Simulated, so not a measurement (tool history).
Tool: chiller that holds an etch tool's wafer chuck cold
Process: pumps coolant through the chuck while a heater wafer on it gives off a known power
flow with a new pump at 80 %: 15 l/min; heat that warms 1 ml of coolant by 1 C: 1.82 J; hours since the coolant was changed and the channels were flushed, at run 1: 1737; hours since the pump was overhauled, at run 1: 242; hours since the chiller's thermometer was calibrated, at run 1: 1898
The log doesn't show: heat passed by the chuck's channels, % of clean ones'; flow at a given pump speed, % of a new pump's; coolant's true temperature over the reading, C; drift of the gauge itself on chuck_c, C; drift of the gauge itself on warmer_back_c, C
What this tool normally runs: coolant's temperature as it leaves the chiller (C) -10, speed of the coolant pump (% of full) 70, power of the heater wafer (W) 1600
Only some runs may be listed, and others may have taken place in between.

run     day  coolant's temperature as it leaves the chiller (C)  speed of the coolant pump (% of full)  power of the heater wafer (W)  hours since the coolant was changed and the channels were flushed  hours since the pump was overhauled  hours since the chiller's thermometer was calibrated  chuck's temperature once it has settled (C)  how much warmer the coolant comes back (C)
  1   0.000                                                 -10                                     70                           1600                                                               1737                                  242                                                  1898                                          1.9                                        4.07
  2   0.871                                                 -10                                     65                           1600                                                               1757                                  263                                                  1918                                          2.3                                        4.41
  3   1.858                                                 -10                                     65                           1600                                                               1781                                  287                                                  1942                                          2.5                                        4.38
  4   3.204                                                 -10                                     65                           1600                                                               1813                                  319                                                  1975                                          2.6                                        4.39
  5   4.058                                                 -10                                     65                           1600                                                               1834                                  339                                                  1995                                          2.6                                        4.39
  6   5.312                                                 -10                                     65                           1600                                                               1864                                  369                                                  2025                                          2.4                                        4.41
  7   6.946                                                 -10                                     70                           1600                                                               1903                                  409                                                  2064                                          2.0                                        4.06
  8   8.383                                                 -10                                     70                           1600                                                               1938                                  443                                                  2099                                          2.0                                        4.09
  9   9.096                                                 -10                                     70                           1600                                                               1955                                  460                                                  2116                                          2.0                                        4.09
 10  10.050                                                  -5                                     70                           1600                                                               1978                                  483                                                  2139                                          6.9                                        4.08
     10.388  -- coolant pump overhauled
 11  11.612                                                 -10                                     70                           1600                                                               2010                                   29                                                  2171                                          2.1                                        4.13
 12  12.483                                                 -10                                     70                           1600                                                               2031                                   50                                                  2192                                          2.1                                        4.12
 13  13.725                                                 -10                                     70                           1600                                                               2061                                   80                                                  2222                                          2.1                                        4.14
 14  14.625                                                 -10                                     70                           1600                                                               2083                                  102                                                  2244                                          2.2                                        4.14
     14.992  -- coolant pump overhauled, once more
 15  15.742                                                 -10                                     84                           1600                                                               2104                                   18                                                  2265                                          1.1                                        3.38
 16  17.133                                                 -10                                     84                           1600                                                               2138                                   51                                                  2299                                          1.0                                        3.37
 17  18.154                                                  -4                                     80                           1600                                                               2162                                   76                                                  2323                                          7.0                                        3.56
 18  18.979                                                  -4                                     80                           1600                                                               2182                                   96                                                  2343                                          7.3                                        3.52
 19  19.900                                                 -20                                     96                           1037                                                               2204                                  118                                                  2365                                        -13.2                                        1.89
 20  21.321                                                 -11                                     97                            821                                                               2238                                  152                                                  2399                                         -5.5                                        1.46
 21  22.333                                                 -11                                     97                            821                                                               2263                                  176                                                  2424                                         -5.8                                        1.51
 22  23.392                                                 -16                                     79                           2323                                                               2288                                  202                                                  2449                                          0.4                                        5.22
 23  24.929                                                 -16                                     79                           2323                                                               2325                                  238                                                  2486                                          0.4                                        5.24
 24  26.275                                                 -16                                    100                            923                                                               2357                                  271                                                  2518                                        -10.0                                        1.59

Had the tool no unlogged condition, and each run kept its random variation, what would the results have been?
run  chuck's temperature once it has settled (C)  how much warmer the coolant comes back (C)
  1                                          0.9                                        4.04
  2                                          1.3                                        4.38
  3                                          1.4                                        4.34
  4                                          1.5                                        4.35
  5                                          1.5                                        4.35
  6                                          1.3                                        4.37
  7                                          0.9                                        4.02
  8                                          0.9                                        4.04
  9                                          0.9                                        4.04
 10                                          5.8                                        4.03
 11                                          0.9                                        4.05
 12                                          0.9                                        4.04
 13                                          0.8                                        4.05
 14                                          1.0                                        4.05
 15                                          0.0                                        3.35
 16                                         -0.1                                        3.34
 17                                          5.9                                        3.53
 18                                          6.2                                        3.48
 19                                        -14.1                                        1.87
 20                                         -6.3                                        1.44
 21                                         -6.5                                        1.49
 22                                         -1.2                                        5.16
 23                                         -1.3                                        5.18
 24                                        -10.9                                        1.57
